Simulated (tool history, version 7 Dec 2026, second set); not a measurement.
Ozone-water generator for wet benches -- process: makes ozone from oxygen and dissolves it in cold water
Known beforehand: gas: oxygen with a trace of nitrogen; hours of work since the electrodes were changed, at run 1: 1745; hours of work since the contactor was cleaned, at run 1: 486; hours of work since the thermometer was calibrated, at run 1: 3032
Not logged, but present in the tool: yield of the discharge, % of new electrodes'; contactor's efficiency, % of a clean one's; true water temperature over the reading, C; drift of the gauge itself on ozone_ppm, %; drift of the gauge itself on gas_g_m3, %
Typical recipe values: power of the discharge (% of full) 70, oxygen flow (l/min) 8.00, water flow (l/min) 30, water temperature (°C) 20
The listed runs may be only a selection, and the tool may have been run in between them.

run	hour	power of the discharge (% of full)	oxygen flow (l/min)	water flow (l/min)	water temperature (°C)	hours of work since the electrodes were changed	hours of work since the contactor was cleaned	hours of work since the thermometer was calibrated	dissolved ozone (ppm)	ozone in the gas ahead of the water (g/m3)
1	0.0	70	8.00	30	20	1745	486	3032	23.9	203.4
2	30.2	70	8.00	30	20	1769	510	3056	24.0	201.8
3	86.0	70	8.00	30	25	1814	555	3101	22.2	202.7
4	155.8	70	8.00	30	25	1870	611	3157	22.3	200.3
5	208.3	70	8.00	30	25	1913	654	3199	22.1	202.2
6	266.1	70	8.00	30	21	1959	700	3245	23.4	202.7
7	305.3	70	8.00	30	21	1991	731	3277	23.3	201.3
8	363.9	70	8.00	30	18	2038	779	3324	24.4	201.9
9	422.6	70	8.00	30	18	2085	826	3371	24.8	204.3
10	492.0	70	8.00	30	18	2141	881	3427	24.6	200.7
11	539.2	70	8.00	30	18	2178	919	3465	24.2	202.0
12	605.9	70	8.00	30	20	2232	973	3518	23.8	201.5
13	637.4	69	11.92	30	20	2257	998	3544	22.7	159.6
14	679.4	61	5.61	30	20	2291	1032	3577	22.3	232.4
# hour 687.7: contactor cleaned
15	722.1	62	8.00	47	19	2322	28	3608	16.1	188.6
16	769.9	76	7.87	30	20	2361	66	3647	24.7	211.4
17	830.7	76	7.87	30	20	2409	115	3696	24.3	211.0
# hour 850.0: contactor cleaned, once more
18	883.3	76	7.87	30	20	2449	27	3735	24.9	212.9
19	911.8	77	5.67	35	20	2471	50	3758	21.9	256.1
20	958.6	46	8.00	26	13	2509	87	3795	23.9	163.8
21	1024.6	51	8.00	26	19	2562	140	3848	22.8	170.8
22	1076.9	82	8.00	30	20	2604	182	3890	25.7	216.5

Forecast run 23:
23	1117.3	64	8.00	19	20	2636	215	3923	?	?

dissolved ozone (ppm): 30.2
ozone in the gas ahead of the water (g/m3): 191.0
The same run, on a tool lacking any hidden state, would have yielded dissolved ozone (ppm) 31.6, ozone in the gas ahead of the water (g/m3) 199.4.

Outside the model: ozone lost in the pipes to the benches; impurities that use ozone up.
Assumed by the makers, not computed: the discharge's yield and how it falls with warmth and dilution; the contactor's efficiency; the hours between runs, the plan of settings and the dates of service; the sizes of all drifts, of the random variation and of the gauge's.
